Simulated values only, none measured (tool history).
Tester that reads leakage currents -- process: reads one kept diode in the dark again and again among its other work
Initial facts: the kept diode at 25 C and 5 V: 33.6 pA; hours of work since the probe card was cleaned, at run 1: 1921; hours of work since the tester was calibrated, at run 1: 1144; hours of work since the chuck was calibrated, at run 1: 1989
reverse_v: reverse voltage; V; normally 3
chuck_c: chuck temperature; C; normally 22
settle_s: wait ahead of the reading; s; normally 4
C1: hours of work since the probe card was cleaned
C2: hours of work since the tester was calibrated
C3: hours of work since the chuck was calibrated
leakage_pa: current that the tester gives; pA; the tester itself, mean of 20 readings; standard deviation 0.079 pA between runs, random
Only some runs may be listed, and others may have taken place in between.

run 1 day=0 | reverse_v=3 chuck_c=22 settle_s=4 | C1=1921 C2=1144 C3=1989 | leakage_pa=29.34
run 2 day=0.975 | reverse_v=3 chuck_c=22 settle_s=4 | C1=1935 C2=1159 C3=2003 | leakage_pa=29.25
run 3 day=1.792 | reverse_v=3 chuck_c=22 settle_s=4 | C1=1948 C2=1171 C3=2016 | leakage_pa=29.46
run 4 day=3.054 | reverse_v=3 chuck_c=22 settle_s=4 | C1=1967 C2=1190 C3=2035 | leakage_pa=29.52
run 5 day=4.996 | reverse_v=3 chuck_c=22 settle_s=4 | C1=1996 C2=1220 C3=2064 | leakage_pa=29.68
run 6 day=6.225 | reverse_v=3 chuck_c=22 settle_s=4 | C1=2015 C2=1238 C3=2082 | leakage_pa=29.58
run 7 day=8.088 | reverse_v=3 chuck_c=22 settle_s=4 | C1=2043 C2=1266 C3=2111 | leakage_pa=29.84
run 8 day=9.912 | reverse_v=3 chuck_c=22 settle_s=4 | C1=2070 C2=1294 C3=2138 | leakage_pa=29.97
run 9 day=11.329 | reverse_v=3 chuck_c=22 settle_s=4 | C1=2091 C2=1315 C3=2159 | leakage_pa=30.16
run 10 day=12.683 | reverse_v=3 chuck_c=22 settle_s=4 | C1=2112 C2=1335 C3=2180 | leakage_pa=30.34
run 11 day=14.233 | reverse_v=3 chuck_c=22 settle_s=4 | C1=2135 C2=1359 C3=2203 | leakage_pa=30.24
run 12 day=15.55 | reverse_v=3 chuck_c=22 settle_s=4 | C1=2155 C2=1379 C3=2223 | leakage_pa=30.24
run 13 day=16.971 | reverse_v=3 chuck_c=22 settle_s=4 | C1=2176 C2=1400 C3=2244 | leakage_pa=30.5
run 14 day=18.312 | reverse_v=3 chuck_c=22 settle_s=0.65 | C1=2197 C2=1420 C3=2265 | leakage_pa=31.25
-- day=19.212 chuck's temperature calibrated
run 15 day=19.212 | reverse_v=3 chuck_c=22 settle_s=2.13 | C1=2209 C2=1433 C3=0 | leakage_pa=26.49
run 16 day=21.012 | reverse_v=3 chuck_c=22 settle_s=2.13 | C1=2236 C2=1460 C3=27 | leakage_pa=26.63
run 17 day=22.004 | reverse_v=8.64 chuck_c=22 settle_s=2.13 | C1=2251 C2=1475 C3=42 | leakage_pa=51.9
run 18 day=23.412 | reverse_v=3 chuck_c=22 settle_s=4 | C1=2272 C2=1496 C3=63 | leakage_pa=26.56
run 19 day=24.533 | reverse_v=3 chuck_c=48 settle_s=4 | C1=2289 C2=1513 C3=80 | leakage_pa=192.7
run 20 day=26.1 | reverse_v=3 chuck_c=22 settle_s=4 | C1=2313 C2=1536 C3=104 | leakage_pa=26.79
run 21 day=27.854 | reverse_v=1.75 chuck_c=43 settle_s=1.19 | C1=2339 C2=1563 C3=130 | leakage_pa=102.08
run 22 day=28.696 | reverse_v=2.56 chuck_c=38 settle_s=1.45 | C1=2352 C2=1575 C3=143 | leakage_pa=82.92
-- day=30.558 probe card cleaned and baked
run 23 day=30.558 | reverse_v=4.71 chuck_c=38 settle_s=1.45 | C1=0 C2=1602 C3=169 | leakage_pa=101.93
run 24 day=31.871 | reverse_v=10.44 chuck_c=38 settle_s=1.45 | C1=20 C2=1621 C3=189 | leakage_pa=146.89
run 25 day=33.742 | reverse_v=1.47 chuck_c=23 settle_s=3.82 | C1=48 C2=1649 C3=217 | leakage_pa=15.91
run 26 day=35.467 | reverse_v=10.85 chuck_c=28 settle_s=0.39 | C1=74 C2=1676 C3=243 | leakage_pa=68.09
run 27 day=36.908 | reverse_v=5.45 chuck_c=28 settle_s=3.01 | C1=96 C2=1697 C3=265 | leakage_pa=46.13
run 28 day=37.858 | reverse_v=18.82 chuck_c=38 settle_s=4 | C1=110 C2=1712 C3=279 | leakage_pa=195.22
run 29 day=39.421 | reverse_v=5.47 chuck_c=22 settle_s=0.76 | C1=133 C2=1735 C3=302 | leakage_pa=28.2
run 30 day=40.529 | reverse_v=1.29 chuck_c=22 settle_s=0.7 | C1=150 C2=1752 C3=319 | leakage_pa=14.2
run 31 day=41.538 | reverse_v=2.31 chuck_c=26 settle_s=0.45 | C1=165 C2=1767 C3=334 | leakage_pa=27.13
run 32 day=42.379 | reverse_v=5.31 chuck_c=34 settle_s=4.48 | C1=178 C2=1780 C3=347 | leakage_pa=78.15
run 33 day=44.204 | reverse_v=11.73 chuck_c=44 settle_s=4.19 | C1=206 C2=1807 C3=375 | leakage_pa=258.85
run 34 day=45.15 | reverse_v=11.73 chuck_c=44 settle_s=4.19 | C1=220 C2=1821 C3=389 | leakage_pa=258.3
run 35 day=46.821 | reverse_v=3 chuck_c=58 settle_s=0.63 | C1=245 C2=1846 C3=414 | leakage_pa=412.2
run 36 day=48.383 | reverse_v=18.29 chuck_c=35 settle_s=4 | C1=268 C2=1870 C3=437 | leakage_pa=152.91
run 37 day=49.662 | reverse_v=3 chuck_c=42 settle_s=4 | C1=288 C2=1889 C3=457 | leakage_pa=118.33
run 38 day=51.242 | reverse_v=10.38 chuck_c=28 settle_s=1.21 | C1=311 C2=1913 C3=480 | leakage_pa=66.74
run 39 day=52.096 | reverse_v=10.38 chuck_c=28 settle_s=1.21 | C1=324 C2=1926 C3=493 | leakage_pa=66.91
run 40 day=53.117 | reverse_v=4.85 chuck_c=23 settle_s=4.65 | C1=340 C2=1941 C3=509 | leakage_pa=29.49

Forecast each of these 3 alternatives for the next run:
run A day=54.892 | reverse_v=9.97 chuck_c=50 settle_s=4.65 | C1=366 C2=1968 C3=535 | leakage_pa=?
run B day=54.892 | reverse_v=4.85 chuck_c=22 settle_s=4.65 | C1=366 C2=1968 C3=535 | leakage_pa=?
run C day=54.892 | reverse_v=2.48 chuck_c=22 settle_s=3.99 | C1=366 C2=1968 C3=535 | leakage_pa=?

run=A leakage_pa=392.15
run=B leakage_pa=27.38
run=C leakage_pa=19.77
Without the tool's hidden state the same runs would have given:
run=A leakage_pa=387.59
run=B leakage_pa=25.46
run=C leakage_pa=18.76

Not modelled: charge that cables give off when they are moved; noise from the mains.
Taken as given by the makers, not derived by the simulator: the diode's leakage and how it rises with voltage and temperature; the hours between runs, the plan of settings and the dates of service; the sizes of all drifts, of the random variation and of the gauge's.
